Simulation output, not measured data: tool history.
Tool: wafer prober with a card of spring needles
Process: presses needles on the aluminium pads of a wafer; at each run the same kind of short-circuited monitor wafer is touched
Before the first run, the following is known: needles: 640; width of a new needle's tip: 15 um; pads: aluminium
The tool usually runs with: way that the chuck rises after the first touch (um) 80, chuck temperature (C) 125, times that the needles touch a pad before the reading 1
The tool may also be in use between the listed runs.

run    hour  way that the chuck rises after the first touch (um)  chuck temperature (C)  times that the needles touch a pad before the reading  resistance of one needle with its contact and lead (mohm)  way that a needle slides on the pad (um)
  1       0                                                   80                    125                                                      1                                                        229                                     17.66
        9.1  -- tips cleaned on abrasive film
       20.5  -- tips cleaned on abrasive film
       29.7  -- tips cleaned on abrasive film
       41.1  -- tips cleaned on abrasive film
       50.2  -- tips cleaned on abrasive film
  2    51.6                                                   80                     34                                                      1                                                        217                                     17.43
       60.7  -- tips cleaned on abrasive film
       72.1  -- tips cleaned on abrasive film
       81.2  -- tips cleaned on abrasive film
       92.6  -- tips cleaned on abrasive film
  3    96.5                                                   80                     34                                                      1                                                        237                                     17.47
      103.3  -- tips cleaned on abrasive film
      112.5  -- tips cleaned on abrasive film
      121.6  -- tips cleaned on abrasive film
      130.8  -- tips cleaned on abrasive film
      142.2  -- tips cleaned on abrasive film
      151.3  -- tips cleaned on abrasive film
  4   151.5                                                   80                     34                                                      1                                                        210                                     17.32
      160.6  -- tips cleaned on abrasive film
        172  -- tips cleaned on abrasive film
      181.2  -- tips cleaned on abrasive film
        188  -- tips cleaned on abrasive film, once more
  5   194.7                                                   80                    125                                                      1                                                        259                                     17.19
      199.4  -- tips cleaned on abrasive film
      208.5  -- tips cleaned on abrasive film
      219.9  -- tips cleaned on abrasive film
      231.3  -- tips cleaned on abrasive film
      240.4  -- tips cleaned on abrasive film
      251.8  -- tips cleaned on abrasive film
      252.1  -- height of the first contact set anew
  6   255.4                                                   80                     50                                                      1                                                        231                                     17.81
      262.3  -- tips cleaned on abrasive film
      271.4  -- tips cleaned on abrasive film
      282.8  -- tips cleaned on abrasive film
      291.9  -- tips cleaned on abrasive film
      303.3  -- tips cleaned on abrasive film
  7   311.6                                                   80                     50                                                      1                                                        253                                     17.74
      313.9  -- tips cleaned on abrasive film
      323.1  -- tips cleaned on abrasive film
      332.2  -- tips cleaned on abrasive film
      343.6  -- tips cleaned on abrasive film
        355  -- tips cleaned on abrasive film
      366.4  -- tips cleaned on abrasive film
      375.5  -- tips cleaned on abrasive film
  8   376.5                                                   80                     50                                                      1                                                        218                                     17.66
      385.6  -- tips cleaned on abrasive film
      394.8  -- tips cleaned on abrasive film
      406.2  -- tips cleaned on abrasive film
      417.6  -- tips cleaned on abrasive film
        429  -- tips cleaned on abrasive film
  9   431.7                                                   80                     50                                                      1                                                        231                                     17.49
      438.6  -- tips cleaned on abrasive film
      447.7  -- tips cleaned on abrasive film
      459.1  -- tips cleaned on abrasive film
      468.2  -- tips cleaned on abrasive film
      477.4  -- tips cleaned on abrasive film
      488.8  -- tips cleaned on abrasive film
      500.2  -- tips cleaned on abrasive film
 10   501.4                                                   80                     50                                                      1                                                        220                                     17.53
      510.6  -- tips cleaned on abrasive film
        522  -- tips cleaned on abrasive film
      533.4  -- tips cleaned on abrasive film
      544.8  -- tips cleaned on abrasive film
      556.2  -- tips cleaned on abrasive film
 11   563.6                                                   80                     50                                                      1                                                        255                                     17.34
      565.9  -- tips cleaned on abrasive film
      575.1  -- tips cleaned on abrasive film
      586.5  -- tips cleaned on abrasive film
      595.6  -- tips cleaned on abrasive film
        607  -- tips cleaned on abrasive film
      618.4  -- tips cleaned on abrasive film
      629.8  -- tips cleaned on abrasive film
 12   631.8                                                   80                     50                                                      1                                                        231                                     17.24
      636.6  -- height of the first contact set anew
      641.2  -- tips cleaned on abrasive film
      652.6  -- tips cleaned on abrasive film
        664  -- tips cleaned on abrasive film
 13   669.2                                                   80                     50                                                      1                                                        245                                     17.71
      673.8  -- tips cleaned on abrasive film
        683  -- tips cleaned on abrasive film
      694.4  -- tips cleaned on abrasive film
      703.5  -- tips cleaned on abrasive film
      714.9  -- tips cleaned on abrasive film
      726.3  -- tips cleaned on abrasive film
      735.4  -- tips cleaned on abrasive film
 14   737.7                                                   80                    114                                                      2                                                        240                                     17.61
      746.8  -- tips cleaned on abrasive film
      755.9  -- tips cleaned on abrasive film
      767.3  -- tips cleaned on abrasive film
      778.7  -- tips cleaned on abrasive film
      787.9  -- tips cleaned on abrasive film
 15   795.9                                                   90                     89                                                      2                                                        240                                     19.79
      798.3  -- tips cleaned on abrasive film
      809.7  -- tips cleaned on abrasive film
      818.8  -- tips cleaned on abrasive film
      830.2  -- tips cleaned on abrasive film
 16   838.7                                                   83                     41                                                      3                                                        226                                     18.12
      841.1  -- tips cleaned on abrasive film
      852.5  -- tips cleaned on abrasive film
      861.6  -- tips cleaned on abrasive film
        873  -- tips cleaned on abrasive film
      882.9  -- tips cleaned on abrasive film
 17   882.9                                                   75                     96                                                      1                                                        225                                     16.27
      892.1  -- tips cleaned on abrasive film
      901.2  -- tips cleaned on abrasive film
      912.6  -- tips cleaned on abrasive film
      921.7  -- tips cleaned on abrasive film
      933.1  -- tips cleaned on abrasive film
 18   940.7                                                   75                     96                                                      1                                                        275                                     16.19
      943.1  -- tips cleaned on abrasive film
      954.5  -- tips cleaned on abrasive film
      965.8  -- tips cleaned on abrasive film
        975  -- tips cleaned on abrasive film
      986.4  -- tips cleaned on abrasive film
 19   993.8                                                   75                     96                                                      1                                                        270                                     16.15
      996.2  -- tips cleaned on abrasive film
     1005.3  -- tips cleaned on abrasive film
     1016.7  -- tips cleaned on abrasive film
     1021.5  -- height of the first contact set anew
     1028.4  -- tips cleaned on abrasive film
     1039.8  -- tips cleaned on abrasive film
     1048.9  -- tips cleaned on abrasive film
 20  1050.8                                                   86                     53                                                      2                                                        221                                     19.13
     1059.9  -- tips cleaned on abrasive film
     1071.3  -- tips cleaned on abrasive film
     1082.7  -- tips cleaned on abrasive film
     1094.1  -- tips cleaned on abrasive film
 21  1097.3                                                   71                     72                                                      2                                                        234                                     15.71
     1104.2  -- tips cleaned on abrasive film
     1115.6  -- tips cleaned on abrasive film
       1127  -- tips cleaned on abrasive film
     1138.4  -- tips cleaned on abrasive film
     1149.8  -- tips cleaned on abrasive film
     1161.2  -- tips cleaned on abrasive film
 22  1162.7                                                   71                     72                                                      2                                                        228                                      15.6
     1171.8  -- tips cleaned on abrasive film
     1180.9  -- tips cleaned on abrasive film
     1192.3  -- tips cleaned on abrasive film
 23  1198.1                                                   80                    125                                                      1                                                        265                                     17.48
     1202.7  -- tips cleaned on abrasive film
     1214.1  -- tips cleaned on abrasive film
     1223.3  -- tips cleaned on abrasive film
     1234.7  -- tips cleaned on abrasive film
     1243.8  -- tips cleaned on abrasive film
     1255.2  -- tips cleaned on abrasive film
 24  1258.5                                                   93                     71                                                      1                                                        233                                     20.26

Below are 3 alternative next runs, each starting from the tool's condition after run 24. Predict each:
     1265.4  -- tips cleaned on abrasive film
     1276.8  -- tips cleaned on abrasive film
     1288.2  -- tips cleaned on abrasive film
  A  1292.6                                                   93                     58                                                      1                                                          ?                                         ?
     1265.4  -- tips cleaned on abrasive film
     1276.8  -- tips cleaned on abrasive film
     1288.2  -- tips cleaned on abrasive film
  B  1292.6                                                   80                     94                                                      1                                                          ?                                         ?
     1265.4  -- tips cleaned on abrasive film
     1276.8  -- tips cleaned on abrasive film
     1288.2  -- tips cleaned on abrasive film
  C  1292.6                                                   64                    125                                                      1                                                          ?                                         ?

run  resistance of one needle with its contact and lead (mohm)  way that a needle slides on the pad (um)
  A                                                        237                                     20.25
  B                                                        255                                     17.35
  C                                                        283                                     13.87
Stripped of hidden state, with their random variation kept, the same runs would have yielded:
run  resistance of one needle with its contact and lead (mohm)  way that a needle slides on the pad (um)
  A                                                        204                                     20.65
  B                                                        214                                     17.75
  C                                                        223                                     14.27

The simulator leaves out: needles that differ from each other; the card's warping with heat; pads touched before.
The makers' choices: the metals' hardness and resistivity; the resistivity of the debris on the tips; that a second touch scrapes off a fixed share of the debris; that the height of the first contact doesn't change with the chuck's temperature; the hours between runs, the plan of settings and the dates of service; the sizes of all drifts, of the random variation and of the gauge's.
